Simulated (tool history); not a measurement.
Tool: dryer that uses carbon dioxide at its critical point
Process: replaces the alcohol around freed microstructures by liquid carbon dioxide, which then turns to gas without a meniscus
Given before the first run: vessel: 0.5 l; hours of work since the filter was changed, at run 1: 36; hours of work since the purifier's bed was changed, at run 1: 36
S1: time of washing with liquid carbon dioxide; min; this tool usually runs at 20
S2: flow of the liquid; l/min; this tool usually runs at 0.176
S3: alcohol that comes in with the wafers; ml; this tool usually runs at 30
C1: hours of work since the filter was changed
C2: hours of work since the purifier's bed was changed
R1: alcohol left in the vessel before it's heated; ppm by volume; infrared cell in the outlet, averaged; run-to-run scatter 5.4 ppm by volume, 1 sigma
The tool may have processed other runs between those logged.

run	hour	S1	S2	S3	C1	C2	R1
1	0.0	20	0.176	30	36	36	160
2	13.7	20	0.176	30	45	45	162
3	22.7	20	0.176	30	51	51	171
4	32.8	20	0.176	30	58	58	182
5	46.4	20	0.176	30	67	67	175
6	57.0	20	0.201	30	75	75	99
7	65.5	23	0.176	30	80	80	94
8	75.3	20	0.163	30	87	87	277
9	91.5	20	0.163	30	98	98	291
10	100.8	20	0.163	30	104	104	307
11	111.2	20	0.163	30	111	111	325
12	122.8	20	0.163	30	119	119	342
13	137.6	20	0.163	30	129	129	342
14	149.2	20	0.163	30	137	137	353
15	165.5	20	0.163	30	148	148	374
16	179.7	20	0.163	30	158	158	362
17	192.0	20	0.163	30	166	166	387
18	202.3	12	0.176	30	173	173	2192
19	210.4	32	0.176	30	179	179	46
# hour 219.1: inlet filter changed
20	227.4	32	0.176	30	6	190	40
21	240.6	32	0.176	30	15	199	42
22	247.9	32	0.176	30	20	204	46
23	264.8	17	0.176	61	31	215	780
24	280.0	17	0.176	61	41	225	801
25	294.1	19	0.243	31	51	235	72
26	309.9	27	0.276	30	62	246	52
27	318.5	12	0.298	95	67	251	499
28	329.6	13	0.143	48	75	259	4259
29	336.7	21	0.214	21	80	264	76
30	344.0	20	0.106	30	85	269	1948
31	353.7	20	0.168	95	91	275	787
32	368.4	20	0.184	35	101	285	223
33	377.8	20	0.184	35	108	292	229
34	385.6	17	0.237	37	113	297	158
35	396.7	22	0.129	30	121	305	682
36	408.4	17	0.132	71	128	312	3930
37	417.5	13	0.176	82	135	319	4289
38	432.5	20	0.176	93	145	329	727
39	447.1	16	0.270	103	155	339	264
40	459.2	20	0.199	41	163	347	213
41	474.6	20	0.199	41	173	357	228
# hour 490.5: inlet filter changed
42	490.5	31	0.207	36	0	367	80
43	507.2	31	0.207	36	11	379	80
44	523.6	17	0.207	36	22	390	242

Measured minus without-hidden-state, run by run (identical run-to-run variation in each term; gauge scatter may differ):
Hidden state at play: flow that reaches the vessel past the clogged filter, %; alcohol in the recycled carbon dioxide, ppm; drift of the gauge itself on alcohol_ppm, %.
run	R1
1	+29
2	+36
3	+40
4	+44
5	+51
6	+34
7	+37
8	+85
9	+96
10	+107
11	+114
12	+125
13	+132
14	+144
15	+157
16	+163
17	+178
18	+696
19	+40
20	+35
21	+37
22	+39
23	+123
24	+147
25	+50
26	+46
27	+150
28	+637
29	+57
30	+382
31	+256
32	+105
33	+110
34	+93
35	+242
36	+1055
37	+1212
38	+328
39	+165
40	+133
41	+147
42	+69
43	+70
44	+84

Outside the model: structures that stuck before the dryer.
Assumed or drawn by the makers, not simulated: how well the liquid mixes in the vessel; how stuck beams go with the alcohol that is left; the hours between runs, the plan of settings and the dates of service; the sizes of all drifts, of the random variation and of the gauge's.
